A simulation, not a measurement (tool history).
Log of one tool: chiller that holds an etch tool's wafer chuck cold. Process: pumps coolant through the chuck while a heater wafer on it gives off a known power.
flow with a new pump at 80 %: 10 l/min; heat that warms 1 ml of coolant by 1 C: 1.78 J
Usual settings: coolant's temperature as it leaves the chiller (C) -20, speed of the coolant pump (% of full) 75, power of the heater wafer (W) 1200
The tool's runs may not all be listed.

run   hour  coolant's temperature as it leaves the chiller (C)  speed of the coolant pump (% of full)  power of the heater wafer (W)  chuck's temperature once it has settled (C)  how much warmer the coolant comes back (C)
  1    0.0                                                 -20                                     75                           1200                                         -2.2                                        4.56
  2   76.8                                                 -20                                     88                           1200                                         -3.6                                        3.91
  3  139.2                                                 -20                                     75                           1200                                         -2.1                                        4.56
  4  179.1                                                 -20                                     75                           1200                                         -2.0                                        4.52
  5  241.3                                                 -13                                     75                           1200                                          4.9                                        4.60
  6  291.2                                                 -23                                     75                           1200                                         -5.2                                        4.56
  7  330.0                                                 -20                                     75                           1200                                         -2.0                                        4.60
  8  370.8                                                 -20                                     75                           1200                                         -2.2                                        4.54
  9  453.3                                                 -20                                     75                           1200                                         -2.0                                        4.65
 10  499.3                                                 -20                                     75                           1276                                         -0.7                                        4.94
 11  571.2                                                 -20                                     83                           1200                                         -2.7                                        4.21

Run 12 comes next. What will it give?
 12  618.4                                                 -20                                     97                            981                                            ?                                           ?

Run 12 gave chuck's temperature once it has settled (C) -6.7, how much warmer the coolant comes back (C) 2.90.
Without the tool's hidden state the same run would have given chuck's temperature once it has settled (C) -8.6, how much warmer the coolant comes back (C) 2.71.

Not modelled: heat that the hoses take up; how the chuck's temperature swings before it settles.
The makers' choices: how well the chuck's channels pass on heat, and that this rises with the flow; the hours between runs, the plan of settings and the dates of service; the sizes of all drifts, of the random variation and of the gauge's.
